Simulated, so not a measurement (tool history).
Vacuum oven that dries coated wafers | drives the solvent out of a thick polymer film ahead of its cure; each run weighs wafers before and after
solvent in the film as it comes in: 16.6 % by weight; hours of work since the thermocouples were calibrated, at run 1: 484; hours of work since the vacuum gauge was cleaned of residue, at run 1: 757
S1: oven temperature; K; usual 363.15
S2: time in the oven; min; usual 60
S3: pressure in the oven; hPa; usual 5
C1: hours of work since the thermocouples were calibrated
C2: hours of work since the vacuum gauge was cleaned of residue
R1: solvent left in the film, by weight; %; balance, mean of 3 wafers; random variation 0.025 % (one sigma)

run,day,S1,S2,S3,C1,C2,R1
1,0,363.15,60,5,484,757,1.16
2,0.725,363.15,60,5,496,769,1.18
3,1.858,363.15,60,5,514,788,1.13
4,3.067,363.15,60,5,534,808,1.15
5,4.008,363.15,60,5,550,823,1.13
6,4.812,363.15,60,5,563,837,1.12
7,5.458,363.15,60,5,574,847,1.19
8,6.158,363.15,72,5,585,859,0.94
9,7.312,363.15,72,5,605,878,0.95
10,8.342,356.15,60,5,622,895,2
11,9.367,363.15,60,5,639,912,1.18
12,10.229,363.15,60,5,653,926,1.27
13,10.942,363.15,60,5,665,938,1.23
# day 11.058: vacuum gauge cleaned of residue and calibrated
14,12.279,363.15,60,5,686,20,1.39
15,13.142,363.15,60,5,700,34,1.35
16,14.275,363.15,60,5,719,53,1.4
17,14.9,363.15,60,5,729,64,1.32
18,16.221,363.15,60,5,751,85,1.4
# day 17.096: vacuum gauge cleaned of residue and calibrated, once more
19,17.192,363.15,60,13.88,766,2,1.7
20,18.312,363.15,60,5,785,20,0.9
# day 18.575: oven's thermocouples calibrated
21,19.688,353.15,60,5,18,42,1.91
22,20.275,353.15,60,5,28,51,1.93
23,21.292,363.15,60,5,45,68,0.86
24,22.496,363.15,60,5,65,88,0.84
25,23.2,363.15,63,4.32,77,100,0.76
26,24.154,349.15,42,8.27,92,115,4.43
27,24.988,349.15,42,8.27,106,129,4.48
28,25.792,367.15,37,4.53,119,143,1.52
29,26.567,361.15,48,13.64,132,155,2.33
30,27.808,355.15,80,9.63,153,176,1.61
31,28.817,355.15,80,9.63,170,193,1.62
32,29.954,355.15,48,9.63,188,211,2.92
33,30.888,355.15,77,3.08,204,227,0.96
34,32.021,364.15,60,4.78,223,246,0.82
35,32.838,364.15,52,4.78,236,259,1.07
36,34.05,364.15,52,4.78,256,279,1.09
37,34.621,364.15,50,7.5,266,289,1.37
38,35.896,364.15,50,7.5,287,310,1.45
39,36.471,364.15,50,10.2,296,319,1.64
40,37.212,366.15,33,10.2,309,332,2.48
41,38.379,352.15,60,6.2,328,351,2.4
42,38.917,363.15,60,10.91,337,360,1.44
43,40.104,363.15,54,2.73,356,380,0.97
44,41.25,362.15,78,5.95,375,398,0.81
45,42.158,353.15,39,5.95,390,414,3.84
46,43.092,363.15,60,4.06,406,429,0.92
47,44,363.15,60,4.06,421,444,0.95

Hidden state or all else? Some run-to-run changes of R1, split into what the settings, what came in and random variation would give without the hidden state, and what is left for the hidden state (with any gauge scatter that isn't in both results):
The hidden state here: true wafer temperature over the reading, C; true pressure over the reading, kPa; drift of the gauge itself on solvent_pct, %.
Run 9 -> 10: S1 363.15 -> 356.15, S2 72 -> 60. R1 +1.05 %: hidden state +0.16, all else +0.89.
Run 13 -> 14: vacuum gauge cleaned of residue and calibrated. R1 +0.16 %: hidden state +0.13, all else +0.03.
Run 18 -> 19: S3 5 -> 13.88, vacuum gauge cleaned of residue and calibrated, once more. R1 +0.3 %: hidden state -0.41, all else +0.71.
Run 25 -> 26: S1 363.15 -> 349.15, S2 63 -> 42, S3 4.32 -> 8.27. R1 +3.67 %: hidden state +0.05, all else +3.62.
Run 27 -> 28: S1 349.15 -> 367.15, S2 42 -> 37, S3 8.27 -> 4.53. R1 -2.96 %: hidden state -0.04, all else -2.92.
Run 44 -> 45: S1 362.15 -> 353.15, S2 78 -> 39. R1 +3.03 %: hidden state +0.12, all else +2.91.

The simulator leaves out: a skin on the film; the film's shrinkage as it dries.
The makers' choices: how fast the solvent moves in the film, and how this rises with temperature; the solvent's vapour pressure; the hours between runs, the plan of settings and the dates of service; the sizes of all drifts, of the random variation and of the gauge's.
